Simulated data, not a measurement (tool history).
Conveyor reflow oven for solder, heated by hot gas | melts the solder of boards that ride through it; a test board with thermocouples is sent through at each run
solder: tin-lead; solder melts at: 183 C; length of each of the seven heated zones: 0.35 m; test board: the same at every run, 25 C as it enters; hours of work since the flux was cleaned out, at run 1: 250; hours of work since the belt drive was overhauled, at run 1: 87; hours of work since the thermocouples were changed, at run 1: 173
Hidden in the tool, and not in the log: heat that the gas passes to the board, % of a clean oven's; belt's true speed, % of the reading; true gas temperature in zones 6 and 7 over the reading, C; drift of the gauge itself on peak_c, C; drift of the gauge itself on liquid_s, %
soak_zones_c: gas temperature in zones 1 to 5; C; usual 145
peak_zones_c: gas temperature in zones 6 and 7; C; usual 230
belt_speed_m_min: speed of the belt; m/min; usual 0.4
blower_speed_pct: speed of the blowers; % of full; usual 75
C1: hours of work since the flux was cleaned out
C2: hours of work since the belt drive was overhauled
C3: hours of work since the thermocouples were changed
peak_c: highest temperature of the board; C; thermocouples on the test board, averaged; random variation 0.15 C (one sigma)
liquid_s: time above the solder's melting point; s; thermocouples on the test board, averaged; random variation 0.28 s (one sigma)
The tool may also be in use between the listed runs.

run 1 hour=0 | soak_zones_c=145 peak_zones_c=230 belt_speed_m_min=0.4 blower_speed_pct=75 | C1=250 C2=87 C3=173 | peak_c=215.2 liquid_s=80.1
run 2 hour=28.7 | soak_zones_c=145 peak_zones_c=230 belt_speed_m_min=0.4 blower_speed_pct=75 | C1=262 C2=99 C3=184 | peak_c=215.2 liquid_s=80
run 3 hour=58 | soak_zones_c=145 peak_zones_c=224 belt_speed_m_min=0.4 blower_speed_pct=75 | C1=274 C2=111 C3=196 | peak_c=210.2 liquid_s=73.8
run 4 hour=74.3 | soak_zones_c=145 peak_zones_c=224 belt_speed_m_min=0.4 blower_speed_pct=75 | C1=280 C2=117 C3=203 | peak_c=210 liquid_s=74.4
run 5 hour=87.6 | soak_zones_c=145 peak_zones_c=224 belt_speed_m_min=0.4 blower_speed_pct=75 | C1=286 C2=123 C3=208 | peak_c=209.9 liquid_s=73.6
run 6 hour=111.9 | soak_zones_c=145 peak_zones_c=224 belt_speed_m_min=0.4 blower_speed_pct=75 | C1=295 C2=132 C3=218 | peak_c=209.7 liquid_s=74
run 7 hour=124.4 | soak_zones_c=145 peak_zones_c=224 belt_speed_m_min=0.4 blower_speed_pct=75 | C1=301 C2=138 C3=223 | peak_c=209.9 liquid_s=74.6
run 8 hour=146.1 | soak_zones_c=145 peak_zones_c=224 belt_speed_m_min=0.4 blower_speed_pct=75 | C1=309 C2=146 C3=232 | peak_c=209.7 liquid_s=74.2
run 9 hour=165.8 | soak_zones_c=145 peak_zones_c=224 belt_speed_m_min=0.4 blower_speed_pct=75 | C1=317 C2=154 C3=240 | peak_c=209.7 liquid_s=74.2
run 10 hour=190.3 | soak_zones_c=145 peak_zones_c=230 belt_speed_m_min=0.4 blower_speed_pct=75 | C1=327 C2=164 C3=250 | peak_c=215.2 liquid_s=80
run 11 hour=210.5 | soak_zones_c=145 peak_zones_c=230 belt_speed_m_min=0.4 blower_speed_pct=75 | C1=335 C2=173 C3=258 | peak_c=214.8 liquid_s=79.6
run 12 hour=225.9 | soak_zones_c=145 peak_zones_c=230 belt_speed_m_min=0.4 blower_speed_pct=75 | C1=342 C2=179 C3=264 | peak_c=215 liquid_s=79.4
-- hour=234.9 flux residue cleaned out of gas plates and filters
run 13 hour=250.8 | soak_zones_c=130 peak_zones_c=241 belt_speed_m_min=0.4 blower_speed_pct=75 | C1=6 C2=187 C3=272 | peak_c=224.1 liquid_s=82
run 14 hour=272.3 | soak_zones_c=130 peak_zones_c=241 belt_speed_m_min=0.435 blower_speed_pct=79 | C1=15 C2=196 C3=281 | peak_c=221.6 liquid_s=73.1

Forecast run 15:
run 15 hour=287.5 | soak_zones_c=130 peak_zones_c=241 belt_speed_m_min=0.435 blower_speed_pct=61 | C1=21 C2=202 C3=287 | peak_c=? liquid_s=?

{"run 15": {"peak_c": 218, "liquid_s": 68.7}}
Without the tool's hidden state the same run would have given peak_c 217.7 C, liquid_s 68 s.
